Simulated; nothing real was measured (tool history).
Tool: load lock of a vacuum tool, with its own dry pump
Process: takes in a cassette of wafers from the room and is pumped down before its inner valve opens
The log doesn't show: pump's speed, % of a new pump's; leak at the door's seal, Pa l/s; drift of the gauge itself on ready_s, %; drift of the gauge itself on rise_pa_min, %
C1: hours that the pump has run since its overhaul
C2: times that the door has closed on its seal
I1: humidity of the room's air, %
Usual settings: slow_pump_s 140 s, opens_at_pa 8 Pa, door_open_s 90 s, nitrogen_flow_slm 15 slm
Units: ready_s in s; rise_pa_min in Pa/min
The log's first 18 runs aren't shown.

Run 19, hour 1357.3: usual settings but slow_pump_s 172 s, opens_at_pa 11 Pa; C1 5484; C2 5331; I1 45.3. Result: ready_s 231.8 s, rise_pa_min 0.067 Pa/min.
Run 20, hour 1406.2: usual settings but slow_pump_s 132 s, opens_at_pa 13 Pa, door_open_s 77 s, nitrogen_flow_slm 7 slm; C1 5533; C2 5489; I1 39.3. Result: ready_s 195.6 s, rise_pa_min 0.067 Pa/min.
Run 21, hour 1474.1: usual settings but slow_pump_s 132 s, opens_at_pa 13 Pa, door_open_s 77 s, nitrogen_flow_slm 7 slm; C1 5601; C2 5708; I1 45.5. Result: ready_s 195.8 s, rise_pa_min 0.074 Pa/min.
Run 22, hour 1576.2: usual settings but nitrogen_flow_slm 16 slm; C1 5703; C2 6038; I1 45.9. Result: ready_s 210.3 s, rise_pa_min 0.079 Pa/min.
Run 23, hour 1667.3: usual settings but nitrogen_flow_slm 16 slm; C1 5794; C2 6331; I1 47.0. Result: ready_s 207.6 s, rise_pa_min 0.077 Pa/min.
Run 24, hour 1741.9: usual settings but slow_pump_s 197 s, opens_at_pa 7 Pa, door_open_s 99 s; C1 5868; C2 6572; I1 42.9. Result: ready_s 257.4 s, rise_pa_min 0.075 Pa/min.
Run 25, hour 1810.2: usual settings but slow_pump_s 197 s, opens_at_pa 7 Pa, door_open_s 99 s; C1 5937; C2 6793; I1 44.7. Result: ready_s 258.3 s, rise_pa_min 0.083 Pa/min.
Run 26, hour 1860.2: usual settings but slow_pump_s 197 s, opens_at_pa 7 Pa, door_open_s 99 s; C1 5987; C2 6954; I1 45.8. Result: ready_s 259.9 s, rise_pa_min 0.084 Pa/min.
Run 27, hour 1926.2: usual settings but opens_at_pa 12 Pa, door_open_s 207 s; C1 6053; C2 7167; I1 45.0. Result: ready_s 204.0 s, rise_pa_min 0.107 Pa/min.
Run 28, hour 2025.7: usual settings but slow_pump_s 77 s; C1 6152; C2 7488; I1 47.3. Result: ready_s 153.0 s, rise_pa_min 0.080 Pa/min.
Run 29, hour 2104.8: usual settings but slow_pump_s 248 s, door_open_s 78 s, nitrogen_flow_slm 12 slm; C1 6231; C2 7743; I1 43.9. Result: ready_s 304.7 s, rise_pa_min 0.082 Pa/min.
Run 30, hour 2168.4: usual settings but slow_pump_s 267 s, opens_at_pa 13 Pa, door_open_s 63 s, nitrogen_flow_slm 17 slm; C1 6295; C2 7948; I1 45.1. Result: ready_s 316.0 s, rise_pa_min 0.073 Pa/min.
Run 31, hour 2278.1: usual settings but slow_pump_s 222 s, opens_at_pa 9 Pa, door_open_s 192 s, nitrogen_flow_slm 17 slm; C1 6404; C2 8303; I1 46.0. Result: ready_s 279.0 s, rise_pa_min 0.109 Pa/min.
Run 32, hour 2363.2: usual settings but door_open_s 143 s, nitrogen_flow_slm 21 slm; C1 6490; C2 8577; I1 42.7. Result: ready_s 207.4 s, rise_pa_min 0.084 Pa/min.
Run 33, hour 2449.8: usual settings but slow_pump_s 96 s, opens_at_pa 10 Pa, door_open_s 75 s, nitrogen_flow_slm 4 slm; C1 6576; C2 8857; I1 45.6. Result: ready_s 166.8 s, rise_pa_min 0.099 Pa/min.
Run 34, hour 2535.8: usual settings but slow_pump_s 96 s, opens_at_pa 10 Pa, door_open_s 75 s, nitrogen_flow_slm 4 slm; C1 6662; C2 9134; I1 46.6. Result: ready_s 166.5 s, rise_pa_min 0.100 Pa/min.
Run 35, hour 2580.3: usual settings but slow_pump_s 96 s, opens_at_pa 10 Pa, door_open_s 75 s, nitrogen_flow_slm 4 slm; C1 6707; C2 9278; I1 44.8. Result: ready_s 167.6 s, rise_pa_min 0.101 Pa/min.
Run 36, hour 2658.4: usual settings but opens_at_pa 16 Pa, door_open_s 50 s, nitrogen_flow_slm 4 slm; C1 6785; C2 9530; I1 45.0. Result: ready_s 203.8 s, rise_pa_min 0.090 Pa/min.
Run 37, hour 2705.5: usual settings but slow_pump_s 71 s, opens_at_pa 7 Pa, door_open_s 50 s, nitrogen_flow_slm 4 slm; C1 6832; C2 9682; I1 45.9. Result: ready_s 147.2 s, rise_pa_min 0.099 Pa/min.
Run 38, hour 2760.7: usual settings but slow_pump_s 116 s, opens_at_pa 12 Pa, door_open_s 101 s; C1 6887; C2 9860; I1 44.7. Result: ready_s 184.8 s, rise_pa_min 0.098 Pa/min.

Forecast each of these 3 alternatives for the next run:
Run A, hour 2850.0: usual settings but slow_pump_s 116 s, opens_at_pa 12 Pa, door_open_s 101 s, nitrogen_flow_slm 10 slm; C1 6976; C2 10148; I1 43.5. Result: ready_s ?, rise_pa_min ?.
Run B, hour 2850.0: usual settings but slow_pump_s 240 s, opens_at_pa 12 Pa, door_open_s 101 s; C1 6976; C2 10148; I1 40.7. Result: ready_s ?, rise_pa_min ?.
Run C, hour 2850.0: usual settings but slow_pump_s 117 s; C1 6976; C2 10148; I1 44.7. Result: ready_s ?, rise_pa_min ?.

run  ready_s  rise_pa_min
  A    181.8        0.104
  B    292.5        0.093
  C    186.6        0.103
Without the tool's hidden state the same runs would have given:
run  ready_s  rise_pa_min
  A    176.2        0.057
  B    288.1        0.046
  C    180.5        0.056
